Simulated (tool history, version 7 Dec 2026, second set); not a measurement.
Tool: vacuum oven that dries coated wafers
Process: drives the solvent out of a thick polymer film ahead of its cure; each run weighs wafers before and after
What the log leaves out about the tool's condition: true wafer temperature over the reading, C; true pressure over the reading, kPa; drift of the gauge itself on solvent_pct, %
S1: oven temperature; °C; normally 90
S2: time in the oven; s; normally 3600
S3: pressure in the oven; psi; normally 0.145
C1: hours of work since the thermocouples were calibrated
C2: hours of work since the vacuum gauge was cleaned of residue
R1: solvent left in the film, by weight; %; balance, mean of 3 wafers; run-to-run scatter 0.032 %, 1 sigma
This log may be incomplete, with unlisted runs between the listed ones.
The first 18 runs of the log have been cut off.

| run | hour | S1 | S2 | S3 | C1 | C2 | R1 |
|---|---|---|---|---|---|---|---|
| 19 | 182.6 | 90 | 3600 | 0.145 | 298 | 419 | 2.69 |
| 20 | 195.9 | 90 | 3600 | 0.145 | 304 | 425 | 2.7 |
| 21 | 205.7 | 81 | 3600 | 0.145 | 308 | 430 | 4.82 |
| 22 | 216.2 | 90 | 3600 | 0.145 | 313 | 434 | 2.64 |
| 23 | 226.7 | 90 | 3600 | 0.145 | 318 | 439 | 2.72 |
| 24 | 234.2 | 90 | 3600 | 0.145 | 321 | 442 | 2.67 |
| 25 | 242 | 90 | 3600 | 0.145 | 324 | 446 | 2.75 |
| 26 | 256.2 | 90 | 3600 | 0.145 | 331 | 452 | 2.67 |
| 27 | 270.7 | 76 | 3720 | 0.145 | 337 | 458 | 6.24 |
| 28 | 281.6 | 91 | 3720 | 0.145 | 342 | 463 | 2.44 |
| 29 | 291.1 | 91 | 3720 | 0.145 | 346 | 467 | 2.52 |
| 30 | 303.2 | 91 | 3720 | 0.145 | 352 | 473 | 2.44 |
| 31 | 314.8 | 93 | 3720 | 0.35 | 357 | 478 | 4.42 |
| 32 | 321.1 | 83 | 3720 | 0.35 | 360 | 481 | 7.11 |

Run 33, settings as shown, results not yet in. Your forecast:
| 33 | 327.3 | 83 | 3720 | 0.35 | 362 | 484 | ? |

{"run 33": {"R1": 7.14}}
On a tool with no hidden condition, and with the same random variation, this run would have come out at R1 7.13 %.

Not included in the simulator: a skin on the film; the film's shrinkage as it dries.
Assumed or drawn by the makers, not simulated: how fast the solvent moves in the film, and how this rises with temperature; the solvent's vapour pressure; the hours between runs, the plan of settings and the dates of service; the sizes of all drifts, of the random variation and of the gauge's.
